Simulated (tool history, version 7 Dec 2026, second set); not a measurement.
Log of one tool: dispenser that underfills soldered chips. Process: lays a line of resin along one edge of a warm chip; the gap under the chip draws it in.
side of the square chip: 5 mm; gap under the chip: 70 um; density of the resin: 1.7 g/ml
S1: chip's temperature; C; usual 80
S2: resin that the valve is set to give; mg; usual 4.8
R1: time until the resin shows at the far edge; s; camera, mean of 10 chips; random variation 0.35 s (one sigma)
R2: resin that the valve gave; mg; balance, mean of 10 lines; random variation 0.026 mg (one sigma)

| run | hour | S1 | S2 | R1 | R2 |
|---|---|---|---|---|---|
| 1 | 0 | 80 | 4.8 | 22.4 | 4.55 |
|  | 7.5 | new syringe of resin |
| 2 | 9.1 | 80 | 4.8 | 19.6 | 4.53 |
|  | 21.3 | dispensing valve cleaned and set on the balance |
|  | 22.6 | new syringe of resin |
| 3 | 22.9 | 80 | 4.8 | 18.2 | 4.73 |
| 4 | 32.2 | 80 | 4.8 | 25 | 4.82 |
|  | 35.8 | new syringe of resin |
| 5 | 40.9 | 80 | 4.8 | 22.1 | 4.75 |
|  | 49.7 | new syringe of resin |
| 6 | 51.7 | 82 | 4.8 | 18.4 | 4.73 |
|  | 63 | new syringe of resin |
| 7 | 63 | 80 | 4.8 | 19 | 4.69 |
| 8 | 72.9 | 80 | 4.8 | 25 | 4.7 |
|  | 77.1 | new syringe of resin |
| 9 | 83.9 | 80 | 4.8 | 23 | 4.7 |
|  | 90.4 | new syringe of resin |
| 10 | 90.4 | 72 | 4.8 | 24.9 | 4.69 |
| 11 | 101 | 72 | 4.8 | 34.8 | 4.69 |
|  | 103.8 | new syringe of resin |
| 12 | 108.7 | 72 | 4.8 | 28.9 | 4.65 |
|  | 117.4 | new syringe of resin |
| 13 | 117.5 | 72 | 4.8 | 25.3 | 4.65 |
|  | 131.1 | new syringe of resin |
| 14 | 131.1 | 68 | 4.8 | 29.9 | 4.63 |
| 15 | 138.2 | 68 | 4.8 | 37.2 | 4.6 |
|  | 144.5 | new syringe of resin |
| 16 | 146.8 | 80 | 4.8 | 20.1 | 4.6 |
|  | 158 | new syringe of resin |
| 17 | 160.2 | 80 | 5.84 | 20.1 | 5.56 |
|  | 171.3 | new syringe of resin |
| 18 | 173.5 | 80 | 5.84 | 20.3 | 5.57 |
|  | 185 | new syringe of resin |
| 19 | 185.1 | 80 | 5.05 | 19.1 | 4.79 |
| 20 | 197.8 | 80 | 5.05 | 27.9 | 4.81 |
|  | 198.8 | new syringe of resin |
| 21 | 210.4 | 80 | 5.05 | 26.5 | 4.74 |
|  | 212.4 | new syringe of resin |
| 22 | 216.4 | 80 | 5.84 | 20.1 | 5.51 |
|  | 225.9 | new syringe of resin |
|  | 226.9 | dispensing valve cleaned and set on the balance |
| 23 | 227.9 | 80 | 5.84 | 19.9 | 5.83 |
| 24 | 239.3 | 80 | 5.84 | 28.6 | 5.83 |
|  | 240.6 | new syringe of resin |
| 25 | 250.1 | 73 | 5.13 | 32.3 | 5.04 |
|  | 254.2 | new syringe of resin |
| 26 | 255.9 | 88 | 4.2 | 15.7 | 4.16 |
| 27 | 263.3 | 77 | 4.78 | 28.4 | 4.73 |
|  | 267.8 | new syringe of resin |
| 28 | 269.8 | 77 | 5.2 | 22.7 | 5.14 |
| 29 | 278.4 | 77 | 5.2 | 29 | 5.12 |
|  | 281.7 | new syringe of resin |
| 30 | 289.5 | 77 | 5.2 | 27.3 | 5.11 |
|  | 295.7 | new syringe of resin |
| 31 | 302.7 | 77 | 5.2 | 26.1 | 5.1 |
|  | 309.8 | new syringe of resin |
| 32 | 316 | 95 | 4.42 | 13.9 | 4.3 |
|  | 323.5 | new syringe of resin |
| 33 | 324.2 | 95 | 4.42 | 11.3 | 4.28 |
| 34 | 332.2 | 90 | 4.42 | 18.1 | 4.25 |
|  | 337.2 | new syringe of resin |
| 35 | 342.9 | 84 | 4.16 | 20.5 | 4 |
|  | 350.6 | new syringe of resin |
| 36 | 351.1 | 84 | 4.16 | 17.5 | 4.03 |

3 ways to go on from here, each from the tool as it stands after run 36. What would each give?
| A | 357.5 | 90 | 4.16 | ? | ? |
| B | 357.5 | 84 | 5.39 | ? | ? |
| C | 357.5 | 81 | 5.29 | ? | ? |

| run | R1 | R2 |
|---|---|---|
| A | 16.8 | 4.04 |
| B | 20.6 | 5.12 |
| C | 23.1 | 5.08 |
Without the tool's hidden state the same runs would have given:
| run | R1 | R2 |
|---|---|---|
| A | 12.7 | 4.2 |
| B | 15.7 | 5.33 |
| C | 17.5 | 5.28 |
